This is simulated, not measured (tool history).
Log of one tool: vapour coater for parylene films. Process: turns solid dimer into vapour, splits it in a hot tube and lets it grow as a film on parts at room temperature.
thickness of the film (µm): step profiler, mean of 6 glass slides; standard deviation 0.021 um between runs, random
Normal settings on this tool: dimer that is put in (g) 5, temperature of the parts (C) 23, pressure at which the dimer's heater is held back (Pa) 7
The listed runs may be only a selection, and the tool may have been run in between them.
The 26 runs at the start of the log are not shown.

| run | hour | dimer that is put in (g) | temperature of the parts (C) | pressure at which the dimer's heater is held back (Pa) | thickness of the film (µm) |
|---|---|---|---|---|---|
| 27 | 999.2 | 6 | 23 | 7 | 2.3 |
| 28 | 1054 | 2 | 35 | 7.38 | 0.55 |
| 29 | 1078.5 | 5 | 20 | 9.04 | 1.9 |
| 30 | 1125.5 | 5 | 20 | 9.04 | 1.91 |
| 31 | 1171.2 | 5 | 23 | 11.02 | 1.74 |
|  | 1199.4 | trap's valve overhauled |
| 32 | 1230.8 | 5 | 23 | 2.77 | 2.23 |
| 33 | 1262.4 | 5 | 22 | 3.67 | 2.19 |
| 34 | 1301.9 | 5 | 22 | 3.67 | 2.17 |
| 35 | 1357 | 2 | 31 | 3.7 | 0.7 |
| 36 | 1388.2 | 5 | 26 | 3.29 | 2 |

What if the next run were any one of these 3? Each begins from the tool's condition after run 36:
| A | 1437.6 | 5 | 17 | 2.06 | ? |
| B | 1437.6 | 8 | 16 | 6.49 | ? |
| C | 1437.6 | 5 | 18 | 6.4 | ? |

| run | thickness of the film (µm) |
|---|---|
| A | 2.54 |
| B | 3.58 |
| C | 2.17 |
Had the tool no hidden state, the same runs would have come out as:
| run | thickness of the film (µm) |
|---|---|
| A | 2.61 |
| B | 3.66 |
| C | 2.22 |

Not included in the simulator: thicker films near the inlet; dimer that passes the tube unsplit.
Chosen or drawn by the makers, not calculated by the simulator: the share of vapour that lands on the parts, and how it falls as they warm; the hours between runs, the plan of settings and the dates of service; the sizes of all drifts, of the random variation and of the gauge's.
